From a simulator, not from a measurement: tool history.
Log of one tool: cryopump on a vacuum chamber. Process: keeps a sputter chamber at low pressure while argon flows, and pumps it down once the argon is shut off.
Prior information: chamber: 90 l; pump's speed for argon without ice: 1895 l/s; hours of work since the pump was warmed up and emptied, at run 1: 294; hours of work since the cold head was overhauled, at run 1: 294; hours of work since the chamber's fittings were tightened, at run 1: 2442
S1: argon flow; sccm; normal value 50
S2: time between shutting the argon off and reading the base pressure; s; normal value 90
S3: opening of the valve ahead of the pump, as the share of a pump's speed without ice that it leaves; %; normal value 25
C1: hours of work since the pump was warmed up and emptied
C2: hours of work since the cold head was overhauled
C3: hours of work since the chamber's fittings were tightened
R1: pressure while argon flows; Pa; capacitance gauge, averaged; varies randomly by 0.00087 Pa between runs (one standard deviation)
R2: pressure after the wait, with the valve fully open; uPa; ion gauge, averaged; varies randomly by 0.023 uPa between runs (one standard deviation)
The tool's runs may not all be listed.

{"run": 1, "hour": 0.0, "S1": 50, "S2": 90, "S3": 25, "C1": 294, "C2": 294, "C3": 2442, "R1": 0.1836, "R2": 1.01}
{"run": 2, "hour": 25.4, "S1": 34, "S2": 90, "S3": 25, "C1": 305, "C2": 305, "C3": 2453, "R1": 0.1263, "R2": 1.02}
{"run": 3, "hour": 43.2, "S1": 50, "S2": 90, "S3": 25, "C1": 313, "C2": 313, "C3": 2461, "R1": 0.1859, "R2": 1.02}
{"run": 4, "hour": 74.6, "S1": 50, "S2": 90, "S3": 25, "C1": 326, "C2": 326, "C3": 2474, "R1": 0.1876, "R2": 1.01}
{"run": 5, "hour": 109.9, "S1": 50, "S2": 90, "S3": 25, "C1": 341, "C2": 341, "C3": 2489, "R1": 0.187, "R2": 1.0}
{"run": 6, "hour": 136.9, "S1": 50, "S2": 90, "S3": 25, "C1": 353, "C2": 353, "C3": 2501, "R1": 0.1876, "R2": 1.07}
{"run": 7, "hour": 162.8, "S1": 26, "S2": 90, "S3": 25, "C1": 364, "C2": 364, "C3": 2512, "R1": 0.097, "R2": 1.07}
{"run": 8, "hour": 180.5, "S1": 26, "S2": 90, "S3": 25, "C1": 372, "C2": 372, "C3": 2519, "R1": 0.0977, "R2": 1.03}
{"run": 9, "hour": 211.8, "S1": 26, "S2": 90, "S3": 25, "C1": 385, "C2": 385, "C3": 2533, "R1": 0.0986, "R2": 1.07}
{"run": 10, "hour": 240.6, "S1": 50, "S2": 160, "S3": 25, "C1": 398, "C2": 398, "C3": 2545, "R1": 0.1894, "R2": 0.8}
{"run": 11, "hour": 266.2, "S1": 50, "S2": 160, "S3": 25, "C1": 409, "C2": 409, "C3": 2556, "R1": 0.1876, "R2": 0.77}
{"run": 12, "hour": 300.0, "S1": 50, "S2": 90, "S3": 32, "C1": 423, "C2": 423, "C3": 2571, "R1": 0.1495, "R2": 1.02}
{"run": 13, "hour": 321.9, "S1": 50, "S2": 28, "S3": 32, "C1": 432, "C2": 432, "C3": 2580, "R1": 0.1521, "R2": 2.5}
{"run": 14, "hour": 348.9, "S1": 50, "S2": 28, "S3": 32, "C1": 444, "C2": 444, "C3": 2592, "R1": 0.1506, "R2": 2.5}
{"run": 15, "hour": 378.4, "S1": 50, "S2": 28, "S3": 32, "C1": 457, "C2": 457, "C3": 2604, "R1": 0.1524, "R2": 2.45}
{"run": 16, "hour": 409.6, "S1": 50, "S2": 28, "S3": 32, "C1": 470, "C2": 470, "C3": 2618, "R1": 0.1521, "R2": 2.51}
{"run": 17, "hour": 444.8, "S1": 50, "S2": 28, "S3": 32, "C1": 485, "C2": 485, "C3": 2633, "R1": 0.1519, "R2": 2.49}
{"run": 18, "hour": 469.5, "S1": 26, "S2": 55, "S3": 25, "C1": 496, "C2": 496, "C3": 2644, "R1": 0.1001, "R2": 1.47}
{"run": 19, "hour": 501.7, "S1": 26, "S2": 141, "S3": 40, "C1": 510, "C2": 510, "C3": 2657, "R1": 0.0648, "R2": 0.87}
{"run": 20, "hour": 517.5, "S1": 24, "S2": 45, "S3": 24, "C1": 516, "C2": 516, "C3": 2664, "R1": 0.0958, "R2": 1.73}
{"run": 21, "hour": 547.3, "S1": 89, "S2": 46, "S3": 37, "C1": 529, "C2": 529, "C3": 2677, "R1": 0.2421, "R2": 1.7}
{"run": 22, "hour": 579.5, "S1": 62, "S2": 162, "S3": 25, "C1": 543, "C2": 543, "C3": 2691, "R1": 0.2398, "R2": 0.82}
{"run": 23, "hour": 603.0, "S1": 62, "S2": 162, "S3": 25, "C1": 553, "C2": 553, "C3": 2701, "R1": 0.2408, "R2": 0.83}
{"run": 24, "hour": 618.6, "S1": 28, "S2": 46, "S3": 25, "C1": 560, "C2": 560, "C3": 2708, "R1": 0.1089, "R2": 1.76}
{"run": 25, "hour": 649.3, "S1": 70, "S2": 74, "S3": 25, "C1": 573, "C2": 573, "C3": 2721, "R1": 0.2731, "R2": 1.27}
{"run": 26, "hour": 682.1, "S1": 73, "S2": 165, "S3": 47, "C1": 587, "C2": 587, "C3": 2735, "R1": 0.1635, "R2": 0.82}
{"run": 27, "hour": 702.2, "S1": 31, "S2": 50, "S3": 23, "C1": 596, "C2": 596, "C3": 2743, "R1": 0.1298, "R2": 1.59}
{"run": 28, "hour": 718.9, "S1": 23, "S2": 266, "S3": 27, "C1": 603, "C2": 603, "C3": 2751, "R1": 0.0837, "R2": 0.78}
{"run": 29, "hour": 737.8, "S1": 33, "S2": 90, "S3": 25, "C1": 611, "C2": 611, "C3": 2759, "R1": 0.1298, "R2": 1.11}
{"run": 30, "hour": 765.2, "S1": 31, "S2": 134, "S3": 39, "C1": 623, "C2": 623, "C3": 2770, "R1": 0.0817, "R2": 0.95}

How would selected steps in R1 from run to run divide? Give the signed amount a tool lacking its hidden state would still show from settings, what came in and random variation, and the signed amount left for the hidden state, including any gauge scatter that is not in both of the compared results.
Unlogged tool condition in this case: pump's speed, % of a pump's without ice; cold plate's temperature, K; leak into the chamber, uPa l/s; drift of the gauge itself on working_pa, %; drift of the gauge itself on base_upa, %.
Run 20 -> 21: S1 24 -> 89, S2 45 -> 46, S3 24 -> 37. R1 +0.1463 Pa: hidden state +0.0192, all else +0.1271.
Run 23 -> 24: S1 62 -> 28, S2 162 -> 46. R1 -0.1319 Pa: hidden state -0.0103, all else -0.1216.
Run 24 -> 25: S1 28 -> 70, S2 46 -> 74. R1 +0.1642 Pa: hidden state +0.0137, all else +0.1505.
Run 26 -> 27: S1 73 -> 31, S2 165 -> 50, S3 47 -> 23. R1 -0.0337 Pa: hidden state -0.0137, all else -0.0200.
